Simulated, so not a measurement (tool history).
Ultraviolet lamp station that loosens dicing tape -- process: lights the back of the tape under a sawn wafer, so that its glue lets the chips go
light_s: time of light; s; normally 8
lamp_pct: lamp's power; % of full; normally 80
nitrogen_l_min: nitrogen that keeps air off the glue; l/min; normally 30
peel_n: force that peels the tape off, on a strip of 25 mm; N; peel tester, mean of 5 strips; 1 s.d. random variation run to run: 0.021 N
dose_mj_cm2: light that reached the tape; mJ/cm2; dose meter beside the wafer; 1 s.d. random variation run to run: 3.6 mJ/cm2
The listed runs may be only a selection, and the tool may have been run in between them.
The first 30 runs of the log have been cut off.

run,hour,light_s,lamp_pct,nitrogen_l_min,hours of work of the lamp,hours of work since the window was cleaned,peel_n,dose_mj_cm2
31,622.1,13,80,16,645,56,1.352,630
# hour 629.8: window cleaned of glue's vapour, once more
32,638.9,13,80,16,652,4,0.920,774
33,659.6,5,83,28,661,13,2.557,308
34,681.5,5,76,11,670,22,3.875,276
35,707.7,5,73,57,682,34,2.395,262
36,735.9,10,89,14,694,46,1.387,641
37,764.8,7,89,20,706,58,1.895,443
38,792.3,5,80,21,718,70,3.104,285
39,820.6,8,80,11,730,82,2.545,453
40,848.6,7,80,30,742,94,1.997,388
41,866.9,9,63,12,750,102,2.856,390
42,879.4,10,63,26,755,107,1.730,436
43,904.9,10,63,26,766,118,1.811,433

Predict each of these 4 candidate next runs independently; none follows another, all start after run 43:
A,932.8,8,71,25,778,130,?,?
B,932.8,8,67,9,778,130,?,?
C,932.8,10,63,13,778,130,?,?
D,932.8,10,80,30,778,130,?,?

run,peel_n,dose_mj_cm2
A,2.052,388
B,3.386,363
C,2.538,427
D,1.201,548
With no hidden state in the tool, these same runs would have given:
run,peel_n,dose_mj_cm2
A,1.322,528
B,2.510,497
C,1.717,584
D,0.676,747

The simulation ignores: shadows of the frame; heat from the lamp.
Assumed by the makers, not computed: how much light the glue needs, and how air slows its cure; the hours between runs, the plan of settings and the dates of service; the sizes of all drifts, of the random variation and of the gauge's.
